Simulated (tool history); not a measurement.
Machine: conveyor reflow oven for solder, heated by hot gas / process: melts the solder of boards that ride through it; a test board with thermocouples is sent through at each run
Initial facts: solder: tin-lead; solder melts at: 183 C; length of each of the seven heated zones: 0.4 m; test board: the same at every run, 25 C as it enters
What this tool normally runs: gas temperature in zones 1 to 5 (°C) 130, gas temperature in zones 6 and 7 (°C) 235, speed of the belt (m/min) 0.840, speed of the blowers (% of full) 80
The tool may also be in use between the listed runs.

run     day  gas temperature in zones 1 to 5 (°C)  gas temperature in zones 6 and 7 (°C)  speed of the belt (m/min)  speed of the blowers (% of full)  highest temperature of the board (°C)  time above the solder's melting point (s)
  1   0.000                                   130                                    235                      0.840                                80                                  218.9                                       41.5
  2   0.396                                   130                                    235                      0.840                                80                                  218.9                                       42.2
  3   0.717                                   130                                    235                      0.840                                80                                  218.8                                       41.9
  4   1.362                                   130                                    235                      0.840                                80                                  218.3                                       42.2
  5   1.771                                   130                                    235                      0.840                                80                                  218.5                                       42.1
  6   2.142                                   130                                    235                      0.840                                80                                  219.3                                       41.9
  7   2.596                                   130                                    235                      0.840                                80                                  218.6                                       42.0
  8   2.925                                   130                                    235                      0.840                                80                                  218.5                                       41.8
  9   3.242                                   130                                    235                      0.840                                73                                  217.0                                       40.7
 10   3.696                                   130                                    235                      0.840                                80                                  218.8                                       41.9
 11   4.158                                   130                                    230                      0.840                                80                                  214.8                                       39.2
 12   4.433                                   130                                    235                      0.840                                80                                  219.0                                       41.9
 13   4.971                                   130                                    235                      0.840                                78                                  218.2                                       41.6
 14   5.471                                   130                                    235                      0.840                                71                                  216.2                                       40.1
 15   5.883                                   130                                    235                      0.840                                71                                  216.3                                       40.2
 16   6.462                                   130                                    235                      0.840                                71                                  216.0                                       40.0
 17   7.012                                   130                                    235                      0.840                                71                                  216.7                                       40.3
 18   7.350                                   130                                    235                      0.840                                71                                  216.1                                       40.3
 19   7.679                                   144                                    230                      0.925                                80                                  214.1                                       38.4
 20   8.238                                   144                                    224                      0.925                                51                                  200.0                                       26.2
 21   8.575                                   130                                    231                      0.840                                68                                  212.2                                       37.4
 22   9.217                                   130                                    231                      0.699                                68                                  218.2                                       50.3
 23   9.483                                   119                                    231                      0.699                                64                                  215.2                                       45.6
 24   9.929                                   130                                    235                      0.775                                80                                  221.4                                       47.4
 25  10.492                                   131                                    234                      0.992                                80                                  212.4                                       31.6
 26  10.892                                   131                                    234                      0.992                                80                                  212.3                                       31.6
 27  11.375                                   130                                    234                      0.840                                78                                  217.1                                       41.1
 28  11.800                                   142                                    235                      0.942                                80                                  217.4                                       38.5
 29  12.375                                   142                                    235                      0.942                                80                                  217.4                                       38.8
 30  12.875                                   129                                    236                      0.799                                70                                  218.7                                       43.4

Removed from this log: 1 entry logged between the listed runs. Between which two listed runs does each belong, and how does the tool's hidden state at the listed run before it compare with that at the listed run after it?
From run 15 to run 16: flux residue cleaned out of gas plates and filters (day 6.438)
  heat that the gas passes to the board, % of a clean oven's: 99.7 -> 100

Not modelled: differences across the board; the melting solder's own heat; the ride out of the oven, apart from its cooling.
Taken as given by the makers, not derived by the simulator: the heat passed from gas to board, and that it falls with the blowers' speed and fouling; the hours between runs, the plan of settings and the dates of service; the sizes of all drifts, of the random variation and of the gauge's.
